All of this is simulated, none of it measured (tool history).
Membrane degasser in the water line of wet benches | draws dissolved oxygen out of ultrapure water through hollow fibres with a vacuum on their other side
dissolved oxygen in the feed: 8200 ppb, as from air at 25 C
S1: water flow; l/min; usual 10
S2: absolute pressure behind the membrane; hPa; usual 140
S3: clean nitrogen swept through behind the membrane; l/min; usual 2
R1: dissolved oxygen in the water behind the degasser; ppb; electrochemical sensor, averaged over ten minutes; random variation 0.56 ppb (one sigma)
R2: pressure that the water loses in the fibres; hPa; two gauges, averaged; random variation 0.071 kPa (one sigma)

Run 1, hour 0: usual settings. Result: R1 144.9 ppb, R2 268.8 hPa.
Run 2, hour 33.5: usual settings. Result: R1 144 ppb, R2 269.1 hPa.
Run 3, hour 74.5: usual settings but S2 108 hPa. Result: R1 105.8 ppb, R2 270.3 hPa.
Run 4, hour 114.9: usual settings but S2 108 hPa, S3 1.69 l/min. Result: R1 121.5 ppb, R2 269.5 hPa.
Run 5, hour 168.7: usual settings but S2 108 hPa, S3 1.69 l/min. Result: R1 121.6 ppb, R2 267.6 hPa.
Run 6, hour 203.3: usual settings but S2 108 hPa, S3 1.69 l/min. Result: R1 121.6 ppb, R2 268.8 hPa.
Run 7, hour 247.4: usual settings but S2 108 hPa, S3 1.69 l/min. Result: R1 122.2 ppb, R2 268.2 hPa.
Run 8, hour 300.5: usual settings but S2 108 hPa, S3 1.69 l/min. Result: R1 121.3 ppb, R2 268.4 hPa.
Run 9, hour 328: usual settings but S2 108 hPa, S3 1.63 l/min. Result: R1 126.4 ppb, R2 269.3 hPa.
Run 10, hour 356.7: usual settings but S2 108 hPa, S3 1.63 l/min. Result: R1 125.6 ppb, R2 269.1 hPa.
Run 11, hour 415.2: usual settings but S2 108 hPa, S3 1.63 l/min. Result: R1 125.5 ppb, R2 268.6 hPa.
Run 12, hour 468: usual settings but S2 108 hPa, S3 1.63 l/min. Result: R1 125.2 ppb, R2 269.7 hPa.
Run 13, hour 508.3: usual settings but S1 6 l/min, S3 3.52 l/min. Result: R1 47.2 ppb, R2 161.5 hPa.
Run 14, hour 566.1: usual settings but S1 8 l/min, S2 232 hPa, S3 3.52 l/min. Result: R1 118.2 ppb, R2 215.1 hPa.
Run 15, hour 600.7: usual settings but S1 12 l/min, S2 142 hPa, S3 3.25 l/min. Result: R1 125.6 ppb, R2 322.6 hPa.
Run 16, hour 628.8: usual settings but S1 12 l/min, S2 307 hPa, S3 1.42 l/min. Result: R1 548.8 ppb, R2 321.7 hPa.
Run 17, hour 682.7: usual settings but S1 12 l/min, S2 134 hPa, S3 0.81 l/min. Result: R1 360.6 ppb, R2 323.7 hPa.
Run 18, hour 714.5: usual settings but S1 6 l/min, S2 206 hPa, S3 3.38 l/min. Result: R1 78.6 ppb, R2 161.9 hPa.
Run 19, hour 738.9: usual settings but S1 6 l/min, S2 207 hPa, S3 5.49 l/min. Result: R1 49.5 ppb, R2 160.7 hPa.
Run 20, hour 797.4: usual settings but S2 221 hPa. Result: R1 238.9 ppb, R2 269 hPa.
Run 21, hour 837.1: usual settings but S2 221 hPa. Result: R1 238.9 ppb, R2 269.2 hPa.
Run 22, hour 893.1: usual settings but S1 16 l/min, S2 257 hPa, S3 3.12 l/min. Result: R1 334.6 ppb, R2 430.9 hPa.

4 ways to go on from here, each from the tool as it stands after run 22. What would each give?
Run A, hour 927.6: usual settings but S1 7 l/min, S3 2.01 l/min. Result: R1 ?, R2 ?.
Run B, hour 927.6: usual settings but S1 15 l/min, S3 1.24 l/min. Result: R1 ?, R2 ?.
Run C, hour 927.6: usual settings but S1 16 l/min, S2 257 hPa, S3 1.76 l/min. Result: R1 ?, R2 ?.
Run D, hour 927.6: usual settings but S1 14 l/min, S2 257 hPa, S3 3.06 l/min. Result: R1 ?, R2 ?.

run     R1     R2
  A   95.6  187.8
  B    349  403.3
  C  519.6  430.9
  D  288.4  376.2
Without the tool's hidden state the same runs would have given:
run     R1     R2
  A   95.5  187.8
  B  348.9  403.2
  C  519.4  430.8
  D  288.3  376.1
